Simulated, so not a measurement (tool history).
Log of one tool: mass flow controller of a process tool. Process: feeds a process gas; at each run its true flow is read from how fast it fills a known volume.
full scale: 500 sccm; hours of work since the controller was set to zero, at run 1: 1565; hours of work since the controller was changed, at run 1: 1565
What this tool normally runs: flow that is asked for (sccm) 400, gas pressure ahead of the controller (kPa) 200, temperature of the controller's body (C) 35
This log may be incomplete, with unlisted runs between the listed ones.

run      day  flow that is asked for (sccm)  gas pressure ahead of the controller (kPa)  temperature of the controller's body (C)  hours of work since the controller was set to zero  hours of work since the controller was changed  true flow (%)
  1        0                            400                                         200                                        35                                                1565                                            1565          98.82
  2   15.371                            400                                         200                                        35                                                1843                                            1843          98.65
  3   29.912                            400                                         200                                        35                                                2107                                            2107          98.81
  4   41.925                            400                                         148                                        35                                                2324                                            2324          98.53
  5   55.654                            400                                         148                                        35                                                2573                                            2573          98.69
  6   64.312                            400                                         148                                        35                                                2730                                            2730          98.75
  7   77.871                            400                                         275                                        35                                                2976                                            2976           99.2
  8   86.588                            400                                         200                                        39                                                3133                                            3133          98.63
  9   98.529                            400                                         200                                        35                                                3350                                            3350          99.03
 10  112.988                            318                                         200                                        35                                                3612                                            3612          98.64
 11  122.979                            235                                         200                                        35                                                3793                                            3793          98.14
 12  135.225                            235                                         200                                        35                                                4014                                            4014          98.22
 13  142.133                            235                                         200                                        35                                                4140                                            4140          98.19
 14  149.979                            235                                         200                                        35                                                4282                                            4282          98.28
 15  159.296                            235                                         200                                        35                                                4451                                            4451          98.25
 16  174.925                            116                                         159                                        25                                                4734                                            4734          98.37
 17  190.696                            127                                         152                                        34                                                5019                                            5019          97.82
 18  198.454                            127                                         152                                        34                                                5160                                            5160           97.8
 19  207.667                             81                                         223                                        34                                                5327                                            5327          97.75
 20  219.817                            435                                         223                                        34                                                5547                                            5547          99.51
 21  233.712                            176                                         165                                        23                                                5799                                            5799          99.05
 22  244.071                            176                                         165                                        24                                                5986                                            5986          98.82
     249.412  -- controller's zero set anew
 23  258.258                            119                                         153                                        25                                                 160                                            6243          98.51

What if the next run were any one of these 3? Each begins from the tool's condition after run 23:
  A  266.879                             69                                         266                                        35                                                 316                                            6399              ?
  B  266.879                            389                                         174                                        22                                                 316                                            6399              ?
  C  266.879                            301                                         214                                        26                                                 316                                            6399              ?

run  true flow (%)
  A          97.87
  B         100.26
  C          99.69
The same runs, with their run-to-run variation unchanged, on a tool lacking any hidden condition would have given:
run  true flow (%)
  A          97.27
  B          99.65
  C          99.08

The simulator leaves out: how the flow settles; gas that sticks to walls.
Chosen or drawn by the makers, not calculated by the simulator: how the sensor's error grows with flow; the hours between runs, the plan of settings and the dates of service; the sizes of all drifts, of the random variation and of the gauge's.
